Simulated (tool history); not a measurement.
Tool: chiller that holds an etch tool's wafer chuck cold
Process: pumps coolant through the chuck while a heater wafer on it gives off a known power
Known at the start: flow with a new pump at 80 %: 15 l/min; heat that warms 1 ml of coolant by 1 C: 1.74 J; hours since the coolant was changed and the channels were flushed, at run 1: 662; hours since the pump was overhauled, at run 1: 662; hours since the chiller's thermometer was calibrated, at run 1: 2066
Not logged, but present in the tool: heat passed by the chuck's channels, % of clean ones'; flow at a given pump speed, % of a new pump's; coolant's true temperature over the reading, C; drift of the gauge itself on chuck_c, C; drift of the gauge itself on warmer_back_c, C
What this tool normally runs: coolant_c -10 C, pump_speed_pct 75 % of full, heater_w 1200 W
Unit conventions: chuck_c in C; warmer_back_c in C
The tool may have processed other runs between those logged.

| run | hour | coolant_c | pump_speed_pct | heater_w | hours since the coolant was changed and the channels were flushed | hours since the pump was overhauled | hours since the chiller's thermometer was calibrated | chuck_c | warmer_back_c |
|---|---|---|---|---|---|---|---|---|---|
| 1 | 0 | -10 | 75 | 1200 | 662 | 662 | 2066 | -2.4 | 2.94 |
| 2 | 134.5 | -10 | 75 | 1200 | 797 | 797 | 2201 | -2.4 | 2.96 |
|  | 347.4 | chiller's thermometer calibrated |
| 3 | 347.4 | -10 | 75 | 1200 | 1009 | 1009 | 0 | -2.4 | 2.99 |
| 4 | 536.3 | -10 | 75 | 1200 | 1198 | 1198 | 189 | -2.5 | 2.97 |
| 5 | 641.3 | -10 | 75 | 806 | 1303 | 1303 | 294 | -4.7 | 2.04 |
| 6 | 743.6 | -10 | 75 | 806 | 1405 | 1405 | 396 | -5 | 2.05 |
| 7 | 957.3 | -10 | 75 | 1200 | 1619 | 1619 | 610 | -2.3 | 3.06 |
| 8 | 1135.5 | -10 | 75 | 1200 | 1797 | 1797 | 788 | -2.1 | 3.07 |
| 9 | 1239.9 | -10 | 75 | 1200 | 1901 | 1901 | 893 | -2.5 | 3.05 |
| 10 | 1452.2 | -10 | 75 | 1200 | 2114 | 2114 | 1105 | -2.4 | 3.08 |
| 11 | 1603.4 | -10 | 75 | 1200 | 2265 | 2265 | 1256 | -2.1 | 3.09 |
| 12 | 1759.2 | -10 | 75 | 1200 | 2421 | 2421 | 1412 | -2.6 | 3.11 |
| 13 | 1920.8 | -6 | 75 | 1674 | 2582 | 2582 | 1573 | 4.8 | 4.3 |
| 14 | 2155.8 | -14 | 98 | 744 | 2817 | 2817 | 1808 | -10 | 1.57 |
| 15 | 2280.3 | -1 | 92 | 952 | 2942 | 2942 | 1933 | 4.3 | 2.09 |
| 16 | 2397.6 | -3 | 75 | 1200 | 3059 | 3059 | 2050 | 4.7 | 3.17 |
| 17 | 2625.4 | -14 | 79 | 1200 | 3287 | 3287 | 2278 | -6.6 | 3.02 |
|  | 2765.2 | chiller's thermometer calibrated |
| 18 | 2821.3 | -6 | 70 | 1200 | 3482 | 3482 | 56 | 2.3 | 3.42 |
|  | 2923.9 | coolant changed, channels flushed |
| 19 | 2994.5 | -16 | 78 | 1200 | 71 | 3649 | 223 | -8.7 | 3.11 |
|  | 3051 | coolant pump overhauled |
| 20 | 3162 | -10 | 61 | 1451 | 233 | 111 | 386 | 0.7 | 4.66 |
| 21 | 3324.6 | -16 | 75 | 1595 | 396 | 274 | 548 | -5.8 | 4.18 |
| 22 | 3545 | -18 | 82 | 1590 | 616 | 494 | 769 | -8.5 | 3.89 |
| 23 | 3760.9 | -7 | 75 | 1200 | 832 | 710 | 985 | 0.7 | 3.25 |

Below are 3 alternative next runs, each starting from the tool's condition after run 23. Predict each:
| A | 3896.8 | -12 | 78 | 1629 | 968 | 846 | 1121 | ? | ? |
| B | 3896.8 | -7 | 75 | 763 | 968 | 846 | 1121 | ? | ? |
| C | 3896.8 | -7 | 92 | 685 | 968 | 846 | 1121 | ? | ? |

| run | chuck_c | warmer_back_c |
|---|---|---|
| A | -2 | 4.18 |
| B | -2.1 | 2.2 |
| C | -3.3 | 1.7 |
The same runs, with their run-to-run variation unchanged, on a tool lacking any hidden condition would have given:
| run | chuck_c | warmer_back_c |
|---|---|---|
| A | -2 | 3.85 |
| B | -2.1 | 1.87 |
| C | -3.3 | 1.37 |
